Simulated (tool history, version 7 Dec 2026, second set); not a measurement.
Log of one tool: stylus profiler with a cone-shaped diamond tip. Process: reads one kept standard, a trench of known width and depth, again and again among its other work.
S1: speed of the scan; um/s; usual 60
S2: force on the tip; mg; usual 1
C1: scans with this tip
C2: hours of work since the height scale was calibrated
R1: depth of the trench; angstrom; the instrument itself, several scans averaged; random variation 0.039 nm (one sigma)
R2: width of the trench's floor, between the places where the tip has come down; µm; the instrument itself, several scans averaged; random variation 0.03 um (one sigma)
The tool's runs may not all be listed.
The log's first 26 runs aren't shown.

{"run": 27, "hour": 870.1, "S1": 68, "S2": 0.69, "C1": 4710, "C2": 85, "R1": 2010.9, "R2": 27.91}
{"hour": 890.8, "done": "height scale calibrated on a step standard, once more"}
{"run": 28, "hour": 904.4, "S1": 48, "S2": 1.48, "C1": 4809, "C2": 8, "R1": 2007.7, "R2": 28.03}
{"run": 29, "hour": 937.8, "S1": 48, "S2": 1.48, "C1": 4908, "C2": 26, "R1": 2007.6, "R2": 28.03}
{"run": 30, "hour": 970.9, "S1": 81, "S2": 1.75, "C1": 5005, "C2": 45, "R1": 2008.7, "R2": 27.97}
{"run": 31, "hour": 1000.3, "S1": 73, "S2": 1.95, "C1": 5092, "C2": 61, "R1": 2010, "R2": 27.98}
{"run": 32, "hour": 1034.7, "S1": 73, "S2": 2.02, "C1": 5194, "C2": 81, "R1": 2009.7, "R2": 28.01}
{"run": 33, "hour": 1060.3, "S1": 80, "S2": 0.66, "C1": 5269, "C2": 95, "R1": 2004.9, "R2": 27.91}
{"run": 34, "hour": 1084.1, "S1": 36, "S2": 1.41, "C1": 5339, "C2": 108, "R1": 2007.7, "R2": 28.01}
{"run": 35, "hour": 1105.7, "S1": 36, "S2": 1.41, "C1": 5403, "C2": 121, "R1": 2008.2, "R2": 28.05}
{"run": 36, "hour": 1130.6, "S1": 87, "S2": 1, "C1": 5476, "C2": 135, "R1": 2006.5, "R2": 27.83}
{"run": 37, "hour": 1155.6, "S1": 85, "S2": 1, "C1": 5550, "C2": 149, "R1": 2006, "R2": 27.87}
{"run": 38, "hour": 1181.1, "S1": 60, "S2": 2.97, "C1": 5625, "C2": 163, "R1": 2013.8, "R2": 27.98}

5 ways to go on from here, each from the tool as it stands after run 38. What would each give?
{"run": "A", "hour": 1201.2, "S1": 33, "S2": 0.91, "C1": 5685, "C2": 174, "R1": "?", "R2": "?"}
{"run": "B", "hour": 1201.2, "S1": 17, "S2": 0.67, "C1": 5685, "C2": 174, "R1": "?", "R2": "?"}
{"run": "C", "hour": 1201.2, "S1": 212, "S2": 0.34, "C1": 5685, "C2": 174, "R1": "?", "R2": "?"}
{"run": "D", "hour": 1201.2, "S1": 23, "S2": 2.97, "C1": 5685, "C2": 174, "R1": "?", "R2": "?"}
{"run": "E", "hour": 1201.2, "S1": 53, "S2": 2.65, "C1": 5685, "C2": 174, "R1": "?", "R2": "?"}

run=A R1=2005.5 R2=27.99
run=B R1=2005.3 R2=28.07
run=C R1=2003.3 R2=27
run=D R1=2013.7 R2=28.1
run=E R1=2012.6 R2=28
Without the tool's hidden state the same runs would have given:
run=A R1=2005.5 R2=28.13
run=B R1=2005.3 R2=28.21
run=C R1=2003.3 R2=27.14
run=D R1=2013.7 R2=28.25
run=E R1=2012.6 R2=28.14
